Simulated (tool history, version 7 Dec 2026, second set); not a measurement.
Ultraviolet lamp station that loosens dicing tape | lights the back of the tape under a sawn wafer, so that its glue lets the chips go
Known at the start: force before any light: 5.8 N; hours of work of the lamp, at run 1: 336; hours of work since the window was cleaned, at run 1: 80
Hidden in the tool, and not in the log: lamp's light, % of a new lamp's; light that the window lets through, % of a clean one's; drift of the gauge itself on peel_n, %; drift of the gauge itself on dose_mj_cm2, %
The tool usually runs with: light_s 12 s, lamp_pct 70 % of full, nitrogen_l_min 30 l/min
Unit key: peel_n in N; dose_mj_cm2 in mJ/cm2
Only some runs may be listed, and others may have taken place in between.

| run | hour | light_s | lamp_pct | nitrogen_l_min | hours of work of the lamp | hours of work since the window was cleaned | peel_n | dose_mj_cm2 |
|---|---|---|---|---|---|---|---|---|
| 1 | 0 | 12 | 70 | 30 | 336 | 80 | 0.367 | 434 |
| 2 | 12.5 | 12 | 70 | 37 | 344 | 88 | 0.327 | 436 |
| 3 | 23.9 | 12 | 70 | 37 | 351 | 96 | 0.318 | 435 |
| 4 | 31.7 | 12 | 70 | 37 | 356 | 101 | 0.324 | 437 |
| 5 | 38.4 | 12 | 70 | 37 | 361 | 105 | 0.331 | 434 |
| 6 | 46.4 | 12 | 70 | 37 | 366 | 111 | 0.327 | 430 |
| 7 | 53.4 | 12 | 70 | 37 | 371 | 115 | 0.333 | 430 |
| 8 | 62.2 | 17 | 75 | 45 | 376 | 121 | 0.204 | 649 |

Run 9 is up next; what results do you expect?
| 9 | 67.8 | 14 | 70 | 10 | 380 | 125 | ? | ? |

peel_n: 0.606 N
dose_mj_cm2: 508 mJ/cm2
If the tool had no hidden condition, the same run with the same run-to-run variation would have returned peel_n 0.468 N, dose_mj_cm2 584 mJ/cm2.

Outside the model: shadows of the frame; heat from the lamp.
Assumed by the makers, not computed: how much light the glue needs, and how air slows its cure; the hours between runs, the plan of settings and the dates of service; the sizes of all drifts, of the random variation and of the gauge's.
